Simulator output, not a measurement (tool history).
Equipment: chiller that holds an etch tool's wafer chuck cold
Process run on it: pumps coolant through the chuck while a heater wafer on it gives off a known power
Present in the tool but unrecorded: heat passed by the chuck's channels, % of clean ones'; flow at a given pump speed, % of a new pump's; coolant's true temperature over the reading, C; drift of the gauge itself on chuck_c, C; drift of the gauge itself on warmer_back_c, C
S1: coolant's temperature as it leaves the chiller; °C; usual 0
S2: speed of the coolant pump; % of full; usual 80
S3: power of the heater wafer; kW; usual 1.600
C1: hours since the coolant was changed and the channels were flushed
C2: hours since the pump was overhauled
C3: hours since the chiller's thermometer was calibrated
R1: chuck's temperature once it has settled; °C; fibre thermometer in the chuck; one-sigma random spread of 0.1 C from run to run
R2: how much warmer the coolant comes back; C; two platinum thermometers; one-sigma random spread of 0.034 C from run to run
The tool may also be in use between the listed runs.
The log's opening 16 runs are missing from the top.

| run | hour | S1 | S2 | S3 | C1 | C2 | C3 | R1 | R2 |
|---|---|---|---|---|---|---|---|---|---|
| 17 | 764.4 | 0 | 80 | 1.600 | 3360 | 1241 | 3272 | 11.8 | 5.06 |
| 18 | 802.6 | 7 | 71 | 1.600 | 3398 | 1279 | 3310 | 19.9 | 5.76 |
| 19 | 861.7 | 2 | 96 | 1.246 | 3457 | 1338 | 3369 | 10.3 | 3.30 |
| 20 | 888.4 | -7 | 96 | 1.781 | 3484 | 1365 | 3396 | 4.7 | 4.76 |
| 21 | 938.5 | 0 | 68 | 1.406 | 3534 | 1415 | 3446 | 11.7 | 5.23 |
| 22 | 975.5 | 0 | 68 | 1.406 | 3571 | 1452 | 3483 | 11.8 | 5.19 |
| 23 | 1013.6 | 0 | 68 | 1.406 | 3609 | 1490 | 3521 | 11.5 | 5.25 |
| 24 | 1044.8 | 6 | 80 | 1.600 | 3640 | 1521 | 3552 | 17.9 | 5.16 |
| 25 | 1076.9 | 6 | 80 | 1.600 | 3672 | 1554 | 3584 | 17.9 | 5.14 |
| 26 | 1120.5 | 1 | 80 | 0.905 | 3716 | 1597 | 3628 | 8.1 | 2.87 |
| 27 | 1148.7 | -1 | 80 | 2.349 | 3744 | 1625 | 3656 | 16.5 | 7.57 |
| 28 | 1177.0 | 3 | 68 | 2.286 | 3772 | 1654 | 3684 | 22.0 | 8.56 |
| 29 | 1222.7 | 1 | 88 | 1.497 | 3818 | 1699 | 3730 | 11.7 | 4.33 |
| 30 | 1260.1 | 8 | 76 | 2.318 | 3856 | 1737 | 3767 | 25.8 | 7.83 |
| 31 | 1315.6 | 8 | 76 | 2.318 | 3911 | 1792 | 3823 | 26.0 | 7.82 |
| 32 | 1377.2 | -9 | 73 | 1.178 | 3973 | 1854 | 3884 | 0.5 | 4.14 |
| 33 | 1412.0 | -9 | 73 | 1.178 | 4007 | 1889 | 3919 | 0.3 | 4.17 |

Forecast each of these 3 alternatives for the next run:
| A | 1449.0 | 0 | 75 | 1.600 | 4044 | 1926 | 3956 | ? | ? |
| B | 1449.0 | -9 | 88 | 2.357 | 4044 | 1926 | 3956 | ? | ? |
| C | 1449.0 | -9 | 74 | 2.282 | 4044 | 1926 | 3956 | ? | ? |

| run | R1 | R2 |
|---|---|---|
| A | 12.6 | 5.51 |
| B | 7.6 | 6.92 |
| C | 8.9 | 7.88 |
The same runs, with their run-to-run variation unchanged, on a tool lacking any hidden condition would have given:
| run | R1 | R2 |
|---|---|---|
| A | 11.2 | 5.34 |
| B | 5.9 | 6.71 |
| C | 7.2 | 7.64 |
